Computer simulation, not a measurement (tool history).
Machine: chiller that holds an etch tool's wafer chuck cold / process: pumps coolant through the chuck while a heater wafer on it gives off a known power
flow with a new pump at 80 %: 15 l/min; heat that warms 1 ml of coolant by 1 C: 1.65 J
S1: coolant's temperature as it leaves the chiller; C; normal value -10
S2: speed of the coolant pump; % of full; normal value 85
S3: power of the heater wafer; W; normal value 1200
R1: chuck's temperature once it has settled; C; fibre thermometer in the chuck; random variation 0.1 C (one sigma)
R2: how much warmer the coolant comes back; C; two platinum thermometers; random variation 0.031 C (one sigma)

Run 1, hour 0: usual settings. Result: R1 2.5 C, R2 3.02 C.
Run 2, hour 81.2: usual settings but S1 -6 C. Result: R1 6.8 C, R2 3.07 C.
Run 3, hour 178: usual settings but S1 -12 C. Result: R1 0.7 C, R2 3.07 C.
Run 4, hour 264.9: usual settings but S1 -12 C. Result: R1 0.8 C, R2 3.03 C.
Run 5, hour 404: usual settings. Result: R1 2.7 C, R2 3.05 C.
Run 6, hour 557.5: usual settings but S3 1062 W. Result: R1 1.3 C, R2 2.71 C.
Run 7, hour 635.3: usual settings but S3 1062 W. Result: R1 1.4 C, R2 2.72 C.
Run 8, hour 776: usual settings but S3 1062 W. Result: R1 1.3 C, R2 2.78 C.
Run 9, hour 870.8: usual settings but S3 1062 W. Result: R1 1.7 C, R2 2.84 C.
Run 10, hour 954.4: usual settings but S3 1062 W. Result: R1 1.8 C, R2 2.92 C.
Run 11, hour 1108.1: usual settings but S2 73 % of full. Result: R1 4.5 C, R2 3.78 C.
Run 12, hour 1204.6: usual settings but S1 -9 C, S2 71 % of full, S3 1363 W. Result: R1 7.6 C, R2 4.43 C.
Run 13, hour 1362.3: usual settings but S1 -16 C, S2 81 % of full. Result: R1 -3.3 C, R2 2.88 C.
Run 14, hour 1470.7: usual settings but S1 -19 C, S2 64 % of full. Result: R1 -4.6 C, R2 3.67 C.
Run 15, hour 1565.8: usual settings but S1 -8 C, S2 64 % of full. Result: R1 6.4 C, R2 3.72 C.
Run 16, hour 1661: usual settings but S1 -8 C, S2 64 % of full. Result: R1 6.5 C, R2 3.75 C.
Run 17, hour 1787.5: usual settings but S1 -8 C, S2 64 % of full. Result: R1 6.4 C, R2 3.75 C.
Run 18, hour 1910.5: usual settings but S1 -4 C, S2 80 % of full, S3 1016 W. Result: R1 7.1 C, R2 2.54 C.
Run 19, hour 2039.8: usual settings but S1 -4 C, S2 80 % of full, S3 1016 W. Result: R1 7.1 C, R2 2.52 C.
Run 20, hour 2141.1: usual settings but S1 -20 C, S3 1016 W. Result: R1 -9.1 C, R2 2.39 C.
Run 21, hour 2264.2: usual settings but S1 -4 C, S2 61 % of full, S3 1016 W. Result: R1 8.8 C, R2 3.33 C.

Not shown: 2 entries that the log had between the listed runs. Between which runs, and how does the tool's hidden state differ before and after?
Between runs 8 and 9: coolant pump overhauled (hour 791.4)
  heat passed by the chuck's channels, % of clean ones': 90.1 -> 89.9; flow at a given pump speed, % of a new pump's: 88.1 -> 84.5; coolant's true temperature over the reading, C: 0.09 -> 0.1
  measured less the result without the state, R1: +1.7 -> +2 C; R2: +0.33 -> +0.44 C
Between runs 12 and 13: coolant pump overhauled, once more (hour 1350.8)
  heat passed by the chuck's channels, % of clean ones': 89.2 -> 88.9; flow at a given pump speed, % of a new pump's: 83.8 -> 99.2; coolant's true temperature over the reading, C: 0.12 -> 0.13
  measured less the result without the state, R1: +3 -> +1.4 C; R2: +0.72 -> +0.02 C
